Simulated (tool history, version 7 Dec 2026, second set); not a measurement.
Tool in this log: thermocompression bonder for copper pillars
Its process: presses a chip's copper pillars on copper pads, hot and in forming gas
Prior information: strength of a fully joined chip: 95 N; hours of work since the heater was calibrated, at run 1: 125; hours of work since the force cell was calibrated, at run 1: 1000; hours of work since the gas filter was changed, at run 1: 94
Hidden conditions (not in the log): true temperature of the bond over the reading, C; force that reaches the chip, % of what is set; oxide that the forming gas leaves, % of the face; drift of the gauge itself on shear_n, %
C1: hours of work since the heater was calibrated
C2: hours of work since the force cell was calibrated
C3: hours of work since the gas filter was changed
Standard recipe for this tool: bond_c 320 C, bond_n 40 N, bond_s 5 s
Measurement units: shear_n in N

Run 1, day 0.000: usual settings; C1 125; C2 1000; C3 94. Result: shear_n 45.3 N.
Run 2, day 0.950: usual settings; C1 141; C2 1016; C3 111. Result: shear_n 45.9 N.
At day 1.596: forming gas filter changed.
Run 3, day 3.200: usual settings; C1 180; C2 1055; C3 28. Result: shear_n 48.1 N.
Run 4, day 5.200: usual settings; C1 214; C2 1090; C3 63. Result: shear_n 46.6 N.
Run 5, day 6.575: usual settings; C1 238; C2 1114; C3 86. Result: shear_n 45.5 N.
Run 6, day 8.029: usual settings; C1 264; C2 1139; C3 112. Result: shear_n 44.7 N.
At day 8.579: forming gas filter changed.
Run 7, day 9.212: usual settings; C1 284; C2 1159; C3 11. Result: shear_n 47.2 N.
Run 8, day 11.054: usual settings; C1 316; C2 1191; C3 43. Result: shear_n 47.8 N.
Run 9, day 12.812: usual settings but bond_c 301 C; C1 346; C2 1221; C3 73. Result: shear_n 36.3 N.
Run 10, day 14.517: usual settings but bond_c 301 C; C1 376; C2 1251; C3 103. Result: shear_n 36.5 N.
At day 15.604: forming gas filter changed.
Run 11, day 16.425: usual settings but bond_c 301 C; C1 409; C2 1284; C3 14. Result: shear_n 37.2 N.
Run 12, day 18.200: usual settings but bond_c 301 C; C1 440; C2 1315; C3 45. Result: shear_n 37.1 N.
Run 13, day 19.496: usual settings but bond_c 301 C; C1 462; C2 1337; C3 68. Result: shear_n 35.6 N.
Run 14, day 20.742: usual settings but bond_c 334 C; C1 484; C2 1359; C3 89. Result: shear_n 50.6 N.
Run 15, day 22.117: usual settings; C1 508; C2 1383; C3 113. Result: shear_n 43.6 N.
At day 22.721: force cell calibrated.
At day 22.742: forming gas filter changed.
Run 16, day 23.650: usual settings but bond_c 291 C; C1 533; C2 16; C3 16. Result: shear_n 33.9 N.
Run 17, day 25.308: usual settings; C1 562; C2 45; C3 45. Result: shear_n 47.4 N.
Run 18, day 26.421: usual settings; C1 581; C2 64; C3 64. Result: shear_n 47.0 N.
Run 19, day 27.800: usual settings; C1 605; C2 88; C3 88. Result: shear_n 46.4 N.
Run 20, day 28.812: usual settings; C1 622; C2 105; C3 105. Result: shear_n 45.3 N.
At day 29.775: forming gas filter changed.
Run 21, day 30.829: usual settings but bond_n 37 N, bond_s 6 s; C1 657; C2 140; C3 18. Result: shear_n 46.8 N.
Run 22, day 33.133: usual settings but bond_n 37 N, bond_s 6 s; C1 697; C2 180; C3 58. Result: shear_n 45.2 N.
Run 23, day 34.800: usual settings but bond_n 37 N, bond_s 6 s; C1 726; C2 209; C3 87. Result: shear_n 44.9 N.
Run 24, day 36.300: usual settings but bond_c 301 C, bond_s 13 s; C1 752; C2 235; C3 113. Result: shear_n 50.1 N.
At day 36.867: forming gas filter changed.
Run 25, day 38.512: usual settings but bond_n 25 N; C1 790; C2 273; C3 29. Result: shear_n 31.9 N.
Run 26, day 39.783: usual settings but bond_n 34 N, bond_s 4 s; C1 812; C2 295; C3 51. Result: shear_n 36.8 N.
Run 27, day 41.788: usual settings but bond_c 323 C, bond_n 47 N; C1 847; C2 330; C3 85. Result: shear_n 50.0 N.
Run 28, day 43.483: usual settings but bond_c 349 C, bond_n 27 N, bond_s 6 s; C1 876; C2 359; C3 115. Result: shear_n 45.6 N.
At day 43.983: forming gas filter changed.
Run 29, day 45.762: usual settings but bond_c 318 C, bond_n 49 N, bond_s 3 s; C1 916; C2 399; C3 31. Result: shear_n 43.7 N.
Run 30, day 47.346: usual settings but bond_c 330 C, bond_n 49 N, bond_s 3 s; C1 943; C2 426; C3 58. Result: shear_n 46.8 N.
Run 31, day 49.138: usual settings but bond_c 330 C, bond_n 49 N, bond_s 3 s; C1 974; C2 457; C3 90. Result: shear_n 46.6 N.
Run 32, day 50.217: usual settings but bond_c 300 C, bond_s 4 s; C1 993; C2 476; C3 108. Result: shear_n 31.1 N.
At day 51.021: forming gas filter changed.
Run 33, day 52.362: usual settings but bond_c 296 C, bond_n 28 N; C1 1030; C2 513; C3 23. Result: shear_n 24.8 N.
Run 34, day 54.625: usual settings but bond_c 296 C, bond_n 28 N; C1 1069; C2 552; C3 63. Result: shear_n 22.4 N.
Run 35, day 56.775: usual settings but bond_c 309 C, bond_n 39 N, bond_s 7 s; C1 1107; C2 590; C3 100. Result: shear_n 41.5 N.
At day 58.071: heater calibrated with a thermocouple chip.
At day 58.092: forming gas filter changed.
Run 36, day 58.775: usual settings but bond_n 27 N, bond_s 3 s; C1 12; C2 622; C3 12. Result: shear_n 29.9 N.
Run 37, day 60.021: usual settings but bond_c 321 C; C1 33; C2 644; C3 33. Result: shear_n 50.0 N.
Run 38, day 61.646: usual settings but bond_c 336 C, bond_n 33 N, bond_s 4 s; C1 62; C2 672; C3 62. Result: shear_n 47.3 N.
Run 39, day 63.379: usual settings but bond_c 296 C, bond_n 27 N, bond_s 15 s; C1 92; C2 702; C3 92. Result: shear_n 39.2 N.
Run 40, day 64.558: usual settings but bond_c 346 C, bond_n 28 N, bond_s 11 s; C1 112; C2 723; C3 112. Result: shear_n 57.9 N.

Describe how what the log doesn't record of the tool's condition differs between the last listed run preceding each entry between runs and the first listed run following it.
After run 2, before run 3: forming gas filter changed (day 1.596)
  true temperature of the bond over the reading, C: -2.2 -> -2.6; force that reaches the chip, % of what is set: 94.7 -> 94.5; oxide that the forming gas leaves, % of the face: 7.66 -> 2.31
  the result without the hidden state subtracted from the measured one, shear_n: -6.7 -> -4.3 N
After run 6, before run 7: forming gas filter changed (day 8.579)
  true temperature of the bond over the reading, C: -3.5 -> -3.8; oxide that the forming gas leaves, % of the face: 7.5 -> 1.3
  the result without the hidden state subtracted from the measured one, shear_n: -7.4 -> -4.5 N
After run 10, before run 11: forming gas filter changed (day 15.604)
  true temperature of the bond over the reading, C: -4.8 -> -5.1; force that reaches the chip, % of what is set: 93.5 -> 93.3; oxide that the forming gas leaves, % of the face: 7.19 -> 1.74
  the result without the hidden state subtracted from the measured one, shear_n: -7.0 -> -5.2 N
After run 15, before run 16: force cell calibrated (day 22.721); forming gas filter changed (day 22.742)
  true temperature of the bond over the reading, C: -6.3 -> -6.6; force that reaches the chip, % of what is set: 92.8 -> 99.8; oxide that the forming gas leaves, % of the face: 7.74 -> 1.6
  the result without the hidden state subtracted from the measured one, shear_n: -9.2 -> -3.4 N
After run 20, before run 21: forming gas filter changed (day 29.775)
  true temperature of the bond over the reading, C: -7.6 -> -8; force that reaches the chip, % of what is set: 99.4 -> 99.2; oxide that the forming gas leaves, % of the face: 7.53 -> 1.77
  the result without the hidden state subtracted from the measured one, shear_n: -7.4 -> -4.8 N
After run 24, before run 25: forming gas filter changed (day 36.867)
  true temperature of the bond over the reading, C: -9.1 -> -9.5; force that reaches the chip, % of what is set: 98.8 -> 98.6; oxide that the forming gas leaves, % of the face: 8.03 -> 2.38
  the result without the hidden state subtracted from the measured one, shear_n: -9.5 -> -4.8 N
After run 28, before run 29: forming gas filter changed (day 43.983)
  true temperature of the bond over the reading, C: -10.5 -> -10.9; force that reaches the chip, % of what is set: 98.1 -> 98; oxide that the forming gas leaves, % of the face: 8.04 -> 2.52
  the result without the hidden state subtracted from the measured one, shear_n: -9.3 -> -7.0 N
After run 32, before run 33: forming gas filter changed (day 51.021)
  true temperature of the bond over the reading, C: -11.8 -> -12.2; force that reaches the chip, % of what is set: 97.5 -> 97.4; oxide that the forming gas leaves, % of the face: 7.66 -> 2.07
  the result without the hidden state subtracted from the measured one, shear_n: -8.5 -> -5.5 N
After run 35, before run 36: heater calibrated with a thermocouple chip (day 58.071); forming gas filter changed (day 58.092)
  true temperature of the bond over the reading, C: -13.1 -> -0.4; force that reaches the chip, % of what is set: 97 -> 96.8; oxide that the forming gas leaves, % of the face: 6.86 -> 1.31
  the result without the hidden state subtracted from the measured one, shear_n: -10.5 -> -1.3 N
